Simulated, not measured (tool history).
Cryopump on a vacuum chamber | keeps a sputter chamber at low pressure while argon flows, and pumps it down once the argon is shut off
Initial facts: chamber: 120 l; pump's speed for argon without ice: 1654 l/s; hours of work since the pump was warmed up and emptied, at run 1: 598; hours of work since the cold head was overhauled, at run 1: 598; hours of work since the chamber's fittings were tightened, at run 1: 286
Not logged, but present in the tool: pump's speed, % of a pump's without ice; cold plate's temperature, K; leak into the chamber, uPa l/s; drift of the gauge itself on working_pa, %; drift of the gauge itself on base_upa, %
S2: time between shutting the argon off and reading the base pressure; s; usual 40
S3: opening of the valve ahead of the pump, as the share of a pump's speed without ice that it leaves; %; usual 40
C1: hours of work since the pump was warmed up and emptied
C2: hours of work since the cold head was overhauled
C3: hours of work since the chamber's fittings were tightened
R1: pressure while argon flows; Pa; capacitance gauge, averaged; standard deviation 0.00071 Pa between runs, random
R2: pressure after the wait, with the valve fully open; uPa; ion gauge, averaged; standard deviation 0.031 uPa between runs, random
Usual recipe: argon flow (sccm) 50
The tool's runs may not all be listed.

Run 1, hour 0: usual settings; C1 598; C2 598; C3 286. Result: R1 0.1408 Pa, R2 2.47 uPa.
Run 2, hour 45: usual settings; C1 624; C2 624; C3 313. Result: R1 0.141 Pa, R2 2.54 uPa.
Run 3, hour 111.3: usual settings; C1 664; C2 664; C3 352. Result: R1 0.1433 Pa, R2 2.73 uPa.
Run 4, hour 149.6: usual settings; C1 687; C2 687; C3 375. Result: R1 0.1436 Pa, R2 2.83 uPa.
Run 5, hour 191.8: usual settings; C1 712; C2 712; C3 400. Result: R1 0.1446 Pa, R2 2.89 uPa.
Run 6, hour 251.2: usual settings; C1 748; C2 748; C3 436. Result: R1 0.1461 Pa, R2 3.05 uPa.
Run 7, hour 317.4: usual settings; C1 787; C2 787; C3 476. Result: R1 0.1466 Pa, R2 3.09 uPa.
Run 8, hour 377.1: usual settings but argon flow (sccm) 34, S2 41 s, S3 36 %; C1 823; C2 823; C3 511. Result: R1 0.1094 Pa, R2 3.25 uPa.
Run 9, hour 426.8: usual settings but argon flow (sccm) 34, S2 41 s, S3 36 %; C1 853; C2 853; C3 541. Result: R1 0.1098 Pa, R2 3.23 uPa.
Run 10, hour 469.8: usual settings but argon flow (sccm) 34, S2 41 s, S3 36 %; C1 879; C2 879; C3 567. Result: R1 0.1108 Pa, R2 3.42 uPa.
Run 11, hour 517.2: usual settings but argon flow (sccm) 75, S2 25 s, S3 45 %; C1 907; C2 907; C3 595. Result: R1 0.203 Pa, R2 4.52 uPa.

3 options for the next run, each taken on its own from the tool as it stands now. Forecast them:
Run A, hour 548.9: usual settings but argon flow (sccm) 21, S2 29 s, S3 30 %; C1 926; C2 926; C3 614. Result: R1 ?, R2 ?.
Run B, hour 548.9: usual settings but S2 135 s, S3 24 %; C1 926; C2 926; C3 614. Result: R1 ?, R2 ?.
Run C, hour 548.9: usual settings but argon flow (sccm) 75, S2 25 s, S3 20 %; C1 926; C2 926; C3 614. Result: R1 ?, R2 ?.

run      R1    R2
  A  0.0816  4.32
  B  0.2342  2.81
  C  0.4174  4.66
With no hidden state in the tool, these same runs would have given:
run      R1    R2
  A  0.0721   2.1
  B  0.2115   0.6
  C  0.3834  2.44
